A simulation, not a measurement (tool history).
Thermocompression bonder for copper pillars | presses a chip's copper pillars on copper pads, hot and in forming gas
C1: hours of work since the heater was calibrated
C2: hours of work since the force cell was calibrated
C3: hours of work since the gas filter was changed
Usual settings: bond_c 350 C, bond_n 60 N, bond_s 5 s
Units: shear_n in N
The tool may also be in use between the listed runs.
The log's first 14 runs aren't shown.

{"run": 15, "day": 13.05, "bond_c": 350, "bond_n": 60, "bond_s": 5, "C1": 1027, "C2": 373, "C3": 459, "shear_n": 55.1}
{"day": 13.933, "done": "forming gas filter changed"}
{"run": 16, "day": 14.321, "bond_c": 350, "bond_n": 47, "bond_s": 5, "C1": 1042, "C2": 387, "C3": 5, "shear_n": 47.6}
{"run": 17, "day": 15.204, "bond_c": 350, "bond_n": 60, "bond_s": 7, "C1": 1052, "C2": 397, "C3": 15, "shear_n": 65.8}
{"run": 18, "day": 15.942, "bond_c": 350, "bond_n": 60, "bond_s": 7, "C1": 1061, "C2": 406, "C3": 23, "shear_n": 66.5}
{"run": 19, "day": 16.958, "bond_c": 350, "bond_n": 60, "bond_s": 7, "C1": 1072, "C2": 418, "C3": 35, "shear_n": 65.6}
{"run": 20, "day": 18.117, "bond_c": 350, "bond_n": 60, "bond_s": 7, "C1": 1086, "C2": 431, "C3": 48, "shear_n": 65.7}
{"run": 21, "day": 19.154, "bond_c": 333, "bond_n": 40, "bond_s": 6, "C1": 1098, "C2": 443, "C3": 60, "shear_n": 37.2}
{"run": 22, "day": 20.471, "bond_c": 350, "bond_n": 42, "bond_s": 6, "C1": 1113, "C2": 458, "C3": 76, "shear_n": 45.4}
{"run": 23, "day": 21.638, "bond_c": 328, "bond_n": 36, "bond_s": 12, "C1": 1126, "C2": 472, "C3": 89, "shear_n": 42.5}
{"run": 24, "day": 23.012, "bond_c": 328, "bond_n": 36, "bond_s": 3, "C1": 1142, "C2": 488, "C3": 105, "shear_n": 23.9}
{"run": 25, "day": 24.25, "bond_c": 362, "bond_n": 48, "bond_s": 8, "C1": 1157, "C2": 502, "C3": 119, "shear_n": 61.7}
{"run": 26, "day": 25.004, "bond_c": 354, "bond_n": 74, "bond_s": 14, "C1": 1165, "C2": 511, "C3": 128, "shear_n": 96.6}
{"run": 27, "day": 26.204, "bond_c": 344, "bond_n": 74, "bond_s": 4, "C1": 1179, "C2": 524, "C3": 142, "shear_n": 59.2}
{"run": 28, "day": 26.9, "bond_c": 365, "bond_n": 46, "bond_s": 7, "C1": 1187, "C2": 532, "C3": 150, "shear_n": 58.6}
{"run": 29, "day": 27.804, "bond_c": 365, "bond_n": 46, "bond_s": 7, "C1": 1198, "C2": 543, "C3": 160, "shear_n": 58.8}
{"run": 30, "day": 28.662, "bond_c": 355, "bond_n": 42, "bond_s": 3, "C1": 1208, "C2": 553, "C3": 170, "shear_n": 34.6}
{"run": 31, "day": 29.846, "bond_c": 371, "bond_n": 60, "bond_s": 7, "C1": 1221, "C2": 566, "C3": 184, "shear_n": 74.2}
{"run": 32, "day": 30.975, "bond_c": 350, "bond_n": 40, "bond_s": 5, "C1": 1234, "C2": 580, "C3": 197, "shear_n": 39.7}
{"run": 33, "day": 32.079, "bond_c": 337, "bond_n": 40, "bond_s": 7, "C1": 1247, "C2": 592, "C3": 210, "shear_n": 40.4}
{"run": 34, "day": 32.892, "bond_c": 368, "bond_n": 47, "bond_s": 5, "C1": 1256, "C2": 602, "C3": 219, "shear_n": 52.0}
{"run": 35, "day": 33.838, "bond_c": 368, "bond_n": 47, "bond_s": 5, "C1": 1267, "C2": 613, "C3": 230, "shear_n": 53.1}
{"run": 36, "day": 35.175, "bond_c": 362, "bond_n": 60, "bond_s": 14, "C1": 1283, "C2": 628, "C3": 245, "shear_n": 88.3}
{"run": 37, "day": 36.579, "bond_c": 360, "bond_n": 60, "bond_s": 6, "C1": 1299, "C2": 644, "C3": 262, "shear_n": 65.1}
{"run": 38, "day": 37.258, "bond_c": 375, "bond_n": 61, "bond_s": 10, "C1": 1307, "C2": 652, "C3": 269, "shear_n": 87.3}
{"run": 39, "day": 38.208, "bond_c": 375, "bond_n": 61, "bond_s": 10, "C1": 1318, "C2": 663, "C3": 280, "shear_n": 86.3}

4 ways to go on from here, each from the tool as it stands after run 39. What would each give?
{"run": "A", "day": 38.958, "bond_c": 373, "bond_n": 61, "bond_s": 9, "C1": 1327, "C2": 672, "C3": 289, "shear_n": "?"}
{"run": "B", "day": 38.958, "bond_c": 329, "bond_n": 68, "bond_s": 5, "C1": 1327, "C2": 672, "C3": 289, "shear_n": "?"}
{"run": "C", "day": 38.958, "bond_c": 375, "bond_n": 60, "bond_s": 5, "C1": 1327, "C2": 672, "C3": 289, "shear_n": "?"}
{"run": "D", "day": 38.958, "bond_c": 363, "bond_n": 60, "bond_s": 5, "C1": 1327, "C2": 672, "C3": 289, "shear_n": "?"}

run=A shear_n=82.1
run=B shear_n=51.8
run=C shear_n=67.9
run=D shear_n=61.6
Without the tool's hidden state the same runs would have given:
run=A shear_n=82.6
run=B shear_n=51.3
run=C shear_n=68.2
run=D shear_n=61.6
